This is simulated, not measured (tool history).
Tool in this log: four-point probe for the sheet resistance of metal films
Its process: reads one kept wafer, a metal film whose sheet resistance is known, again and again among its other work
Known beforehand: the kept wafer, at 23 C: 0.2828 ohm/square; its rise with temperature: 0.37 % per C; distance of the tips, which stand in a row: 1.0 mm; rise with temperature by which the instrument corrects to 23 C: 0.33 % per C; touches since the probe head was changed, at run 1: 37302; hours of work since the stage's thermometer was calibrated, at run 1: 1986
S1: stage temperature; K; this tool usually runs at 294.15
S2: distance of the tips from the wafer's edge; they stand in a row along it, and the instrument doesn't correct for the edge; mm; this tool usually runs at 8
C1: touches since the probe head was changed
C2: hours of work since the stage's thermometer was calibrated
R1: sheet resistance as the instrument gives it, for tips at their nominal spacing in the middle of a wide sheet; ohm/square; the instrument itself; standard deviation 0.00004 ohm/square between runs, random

run 1 day=0 | S1=294.15 S2=8 | C1=37302 C2=1986 | R1=0.287015
run 2 day=3.512 | S1=294.15 S2=8 | C1=40138 C2=2020 | R1=0.286946
run 3 day=8.196 | S1=294.15 S2=8 | C1=43917 C2=2065 | R1=0.286987
run 4 day=13.842 | S1=294.15 S2=8 | C1=48472 C2=2120 | R1=0.28679
run 5 day=18.433 | S1=294.15 S2=8 | C1=52180 C2=2164 | R1=0.286922
run 6 day=24.254 | S1=294.15 S2=8 | C1=56876 C2=2221 | R1=0.286871
run 7 day=29.429 | S1=296.15 S2=8 | C1=61052 C2=2271 | R1=0.287124
run 8 day=33.638 | S1=296.15 S2=8 | C1=64450 C2=2311 | R1=0.287152
-- day=36.317 stage's thermometer calibrated
run 9 day=38.321 | S1=294.15 S2=8 | C1=68213 C2=19 | R1=0.287058
run 10 day=43.125 | S1=294.15 S2=8 | C1=72092 C2=66 | R1=0.286985
run 11 day=47.35 | S1=294.15 S2=8 | C1=75500 C2=107 | R1=0.286944
run 12 day=53.467 | S1=291.15 S2=8 | C1=80437 C2=166 | R1=0.28647
-- day=56.117 stage's thermometer calibrated, once more
run 13 day=57.738 | S1=291.15 S2=8 | C1=83866 C2=16 | R1=0.285499
run 14 day=60.346 | S1=291.15 S2=8 | C1=85973 C2=41 | R1=0.285656
run 15 day=64.371 | S1=291.15 S2=8 | C1=89220 C2=80 | R1=0.285608
run 16 day=69.267 | S1=296.15 S2=8 | C1=93172 C2=127 | R1=0.286191
run 17 day=74.312 | S1=296.15 S2=8 | C1=97245 C2=176 | R1=0.286158
run 18 day=76.983 | S1=296.15 S2=8 | C1=99400 C2=202 | R1=0.286083
run 19 day=80.838 | S1=303.15 S2=8 | C1=102512 C2=239 | R1=0.286885
run 20 day=86.85 | S1=292.15 S2=59 | C1=107362 C2=298 | R1=0.283299
run 21 day=91.612 | S1=299.15 S2=8 | C1=111206 C2=344 | R1=0.28639
run 22 day=95.167 | S1=299.15 S2=8 | C1=114074 C2=378 | R1=0.286391
run 23 day=99.262 | S1=299.15 S2=8 | C1=117382 C2=418 | R1=0.286353
run 24 day=102.242 | S1=299.15 S2=12 | C1=119785 C2=447 | R1=0.28513
run 25 day=107.733 | S1=292.15 S2=30 | C1=124218 C2=500 | R1=0.283351

What if the next run were any one of these 5? Each begins from the tool's condition after run 25:
run A day=113.142 | S1=292.15 S2=4 | C1=128581 C2=552 | R1=?
run B day=113.142 | S1=292.15 S2=5 | C1=128581 C2=552 | R1=?
run C day=113.142 | S1=303.15 S2=5 | C1=128581 C2=552 | R1=?
run D day=113.142 | S1=299.15 S2=33 | C1=128581 C2=552 | R1=?
run E day=113.142 | S1=299.15 S2=9 | C1=128581 C2=552 | R1=?

run=A R1=0.292358
run=B R1=0.289126
run=C R1=0.290445
run=D R1=0.284079
run=E R1=0.285846
With no hidden state in the tool, these same runs would have given:
run=A R1=0.291526
run=B R1=0.288303
run=C R1=0.289625
run=D R1=0.283273
run=E R1=0.285035
